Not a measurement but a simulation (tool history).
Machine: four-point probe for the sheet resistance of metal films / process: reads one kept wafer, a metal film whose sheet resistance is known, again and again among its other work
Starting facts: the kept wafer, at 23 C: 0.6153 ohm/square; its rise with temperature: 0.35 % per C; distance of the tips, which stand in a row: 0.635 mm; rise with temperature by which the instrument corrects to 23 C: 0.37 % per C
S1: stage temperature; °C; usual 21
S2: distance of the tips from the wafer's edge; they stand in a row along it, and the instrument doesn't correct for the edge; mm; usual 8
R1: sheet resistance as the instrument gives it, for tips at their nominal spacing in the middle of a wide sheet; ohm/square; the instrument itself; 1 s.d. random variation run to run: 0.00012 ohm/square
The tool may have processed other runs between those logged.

{"run": 1, "day": 0.0, "S1": 21, "S2": 8, "R1": 0.612773}
{"day": 1.846, "done": "new probe head fitted"}
{"run": 2, "day": 3.054, "S1": 21, "S2": 8, "R1": 0.616092}
{"run": 3, "day": 5.679, "S1": 21, "S2": 8, "R1": 0.616165}
{"run": 4, "day": 8.242, "S1": 21, "S2": 8, "R1": 0.61593}
{"run": 5, "day": 10.092, "S1": 21, "S2": 8, "R1": 0.615912}
{"run": 6, "day": 13.767, "S1": 31, "S2": 8, "R1": 0.615163}
{"run": 7, "day": 16.067, "S1": 21, "S2": 8, "R1": 0.615817}
{"run": 8, "day": 18.333, "S1": 21, "S2": 57, "R1": 0.613485}
{"run": 9, "day": 20.358, "S1": 21, "S2": 57, "R1": 0.613523}
{"run": 10, "day": 23.65, "S1": 21, "S2": 4, "R1": 0.621503}
{"day": 23.883, "done": "stage's thermometer calibrated"}
{"run": 11, "day": 27.071, "S1": 21, "S2": 4, "R1": 0.620965}
{"run": 12, "day": 29.546, "S1": 21, "S2": 8, "R1": 0.614661}
{"run": 13, "day": 33.521, "S1": 21, "S2": 8, "R1": 0.614879}
{"run": 14, "day": 37.279, "S1": 21, "S2": 39, "R1": 0.612494}
{"run": 15, "day": 41.108, "S1": 21, "S2": 39, "R1": 0.612521}
{"run": 16, "day": 44.967, "S1": 21, "S2": 39, "R1": 0.61199}
{"day": 47.008, "done": "stage's thermometer calibrated, once more"}
{"run": 17, "day": 49.033, "S1": 23, "S2": 71, "R1": 0.614556}
{"run": 18, "day": 52.217, "S1": 20, "S2": 28, "R1": 0.614751}
{"run": 19, "day": 55.446, "S1": 28, "S2": 36, "R1": 0.613986}
{"run": 20, "day": 58.238, "S1": 18, "S2": 8, "R1": 0.616689}
{"run": 21, "day": 62.108, "S1": 26, "S2": 4, "R1": 0.621942}
{"run": 22, "day": 64.325, "S1": 19, "S2": 8, "R1": 0.616338}
{"run": 23, "day": 66.317, "S1": 19, "S2": 8, "R1": 0.61641}

4 options for the next run, each taken on its own from the tool as it stands now. Forecast them:
{"run": "A", "day": 69.771, "S1": 35, "S2": 18, "R1": "?"}
{"run": "B", "day": 69.771, "S1": 21, "S2": 26, "R1": "?"}
{"run": "C", "day": 69.771, "S1": 20, "S2": 64, "R1": "?"}
{"run": "D", "day": 69.771, "S1": 31, "S2": 3, "R1": "?"}

run=A R1=0.612932
run=B R1=0.61401
run=C R1=0.61401
run=D R1=0.627294
Stripped of hidden state, with their random variation kept, the same runs would have yielded:
run=A R1=0.61465
run=B R1=0.615741
run=C R1=0.615742
run=D R1=0.629052
